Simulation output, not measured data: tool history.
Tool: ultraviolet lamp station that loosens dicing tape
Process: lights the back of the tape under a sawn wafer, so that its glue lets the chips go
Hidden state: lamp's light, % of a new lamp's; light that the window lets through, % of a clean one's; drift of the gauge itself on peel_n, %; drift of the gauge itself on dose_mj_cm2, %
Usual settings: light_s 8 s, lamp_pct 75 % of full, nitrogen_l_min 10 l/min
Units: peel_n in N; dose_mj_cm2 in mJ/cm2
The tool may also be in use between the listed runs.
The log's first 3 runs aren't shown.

run	day	light_s	lamp_pct	nitrogen_l_min	hours of work of the lamp	hours of work since the window was cleaned	peel_n	dose_mj_cm2
4	1.342	12	75	12	227	420	0.214	384
5	1.583	12	75	12	230	423	0.23	385
6	2.104	12	75	12	237	430	0.213	378
7	2.383	12	75	12	240	433	0.211	382
8	2.775	12	75	12	245	438	0.216	377
9	3.342	12	75	12	253	446	0.211	380
10	3.604	12	75	12	256	449	0.221	373
11	4.008	12	75	12	261	454	0.224	379
12	4.329	6	75	10	265	458	0.535	189
13	4.792	6	75	10	271	464	0.562	184
14	5.192	8	70	10	277	470	0.398	233
15	5.483	8	70	10	280	473	0.397	235
# day 5.546: window cleaned of glue's vapour
16	6	5	75	10	287	6	0.757	151
17	6.408	7	97	4	292	11	0.563	275
18	6.779	7	97	4	297	16	0.57	272
19	7.021	7	84	4	300	19	0.74	235
20	7.525	7	84	4	306	26	0.709	234
# day 7.654: window cleaned of glue's vapour, once more
21	8.092	12	66	11	314	6	0.229	366
22	8.396	15	63	3	317	10	0.326	443
23	8.833	5	75	17	323	15	0.447	167

The next listed run, before its measurement:
24	9.075	8	75	3	326	18	?	?

Run 24 gave peel_n 0.624 N, dose_mj_cm2 273 mJ/cm2.
Without the tool's hidden state the same run would have given peel_n 0.503 N, dose_mj_cm2 313 mJ/cm2.
